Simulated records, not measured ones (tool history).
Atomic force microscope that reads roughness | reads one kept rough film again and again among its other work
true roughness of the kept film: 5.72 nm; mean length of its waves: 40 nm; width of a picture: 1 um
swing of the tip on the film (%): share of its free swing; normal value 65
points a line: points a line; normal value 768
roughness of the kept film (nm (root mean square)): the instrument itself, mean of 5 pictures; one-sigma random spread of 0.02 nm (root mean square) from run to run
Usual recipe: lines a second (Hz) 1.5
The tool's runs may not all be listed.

run	hour	lines a second (Hz)	swing of the tip on the film (%)	points a line	roughness of the kept film (nm (root mean square))
1	0	1.5	65	768	4.946
2	44.6	1.5	65	768	4.859
3	80.7	1.5	65	768	4.862
4	147.5	1.5	65	768	4.775
5	212.4	1.5	65	768	4.712
6	256.7	1.5	65	768	4.628
7	317	0.92	65	768	4.735
8	362.6	0.92	65	768	4.682
# hour 394.2: new tip fitted
9	440	2.34	65	768	4.759
10	505.7	2.34	65	768	4.691
11	557.9	1.5	69	768	4.729
12	593.1	1.5	69	768	4.66
13	660.1	1.5	65	398	4.676
14	732.5	1.5	65	768	4.641
15	781.5	3.01	65	768	4.309
16	815.9	3.01	64	768	4.28
# hour 824.8: new tip fitted
17	864.3	3.01	64	768	4.704
18	900.9	0.67	64	1010	5.069
19	967.5	0.67	64	1010	4.992
20	1041.7	0.67	64	1010	4.911

Run 21 comes next. What will it give?
21	1094.7	1.56	86	768	?

{"run 21": {"roughness of the kept film (nm (root mean square))": 4.101}}
Had the tool carried no hidden state, the very same run would have given roughness of the kept film (nm (root mean square)) 4.369.

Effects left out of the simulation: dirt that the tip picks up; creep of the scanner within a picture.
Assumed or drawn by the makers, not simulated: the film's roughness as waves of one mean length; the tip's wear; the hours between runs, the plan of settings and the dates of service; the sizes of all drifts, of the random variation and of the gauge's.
